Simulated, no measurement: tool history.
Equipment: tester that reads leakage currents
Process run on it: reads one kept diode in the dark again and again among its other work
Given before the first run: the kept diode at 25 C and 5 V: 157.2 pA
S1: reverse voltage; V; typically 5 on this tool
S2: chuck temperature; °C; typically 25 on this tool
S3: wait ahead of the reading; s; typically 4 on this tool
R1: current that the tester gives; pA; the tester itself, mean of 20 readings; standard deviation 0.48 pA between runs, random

run 1 hour=0 | S1=5 S2=25 S3=4 | R1=163.44
run 2 hour=44 | S1=5 S2=25 S3=1.28 | R1=163.08
run 3 hour=80.5 | S1=5 S2=25 S3=0.74 | R1=165.07
run 4 hour=108.3 | S1=5 S2=22 S3=4 | R1=126.6
run 5 hour=163.7 | S1=5 S2=25 S3=2.2 | R1=163.84
run 6 hour=186.9 | S1=4.26 S2=25 S3=4 | R1=150.36
run 7 hour=232.1 | S1=5 S2=25 S3=4 | R1=163.98
run 8 hour=276.4 | S1=5 S2=25 S3=4 | R1=164.04
run 9 hour=302.1 | S1=5 S2=25 S3=4 | R1=163.91
run 10 hour=353.1 | S1=5 S2=25 S3=4 | R1=164.87
run 11 hour=403.8 | S1=5 S2=25 S3=4 | R1=165.41
run 12 hour=442.1 | S1=5 S2=25 S3=4 | R1=165.19
run 13 hour=497.6 | S1=5 S2=25 S3=1.71 | R1=167.04
-- hour=520.1 probe card cleaned and baked
run 14 hour=550.2 | S1=5 S2=25 S3=4 | R1=163
run 15 hour=578.8 | S1=5 S2=25 S3=4 | R1=163.8
run 16 hour=614.4 | S1=5 S2=25 S3=4 | R1=163.33
run 17 hour=671.6 | S1=5 S2=42 S3=4 | R1=641.71
run 18 hour=696.7 | S1=5 S2=29 S3=4 | R1=228.42
run 19 hour=737.5 | S1=5 S2=29 S3=4 | R1=228.44
run 20 hour=781.2 | S1=5 S2=25 S3=4 | R1=163.61
run 21 hour=821.5 | S1=2.03 S2=48 S3=0.52 | R1=635.44
run 22 hour=856 | S1=3.96 S2=22 S3=0.36 | R1=116.32
run 23 hour=907.9 | S1=3.96 S2=22 S3=4.23 | R1=112.96
run 24 hour=937.9 | S1=2.04 S2=29 S3=4.23 | R1=145.71
run 25 hour=967 | S1=5 S2=43 S3=0.85 | R1=698.21
run 26 hour=1021.2 | S1=8.53 S2=39 S3=6.43 | R1=675.81
run 27 hour=1077.9 | S1=2.73 S2=23 S3=8.59 | R1=102.63
run 28 hour=1116.8 | S1=5.66 S2=42 S3=4 | R1=687.72
run 29 hour=1168.7 | S1=1.7 S2=38 S3=3.14 | R1=275.71
run 30 hour=1206.1 | S1=12.69 S2=28 S3=1.27 | R1=344.32
run 31 hour=1236 | S1=4.82 S2=28 S3=1.35 | R1=210.48
run 32 hour=1292.4 | S1=5 S2=25 S3=8.73 | R1=166.39
run 33 hour=1343 | S1=14.9 S2=42 S3=6.09 | R1=1130.72

Run 34 comes next. What will it give?
run 34 hour=1374.1 | S1=2.16 S2=35 S3=1.04 | R1=?

Run 34 came out at R1 247.69 pA.
On a tool with no hidden condition, and with the same random variation, this run would have come out at R1 235.22 pA.
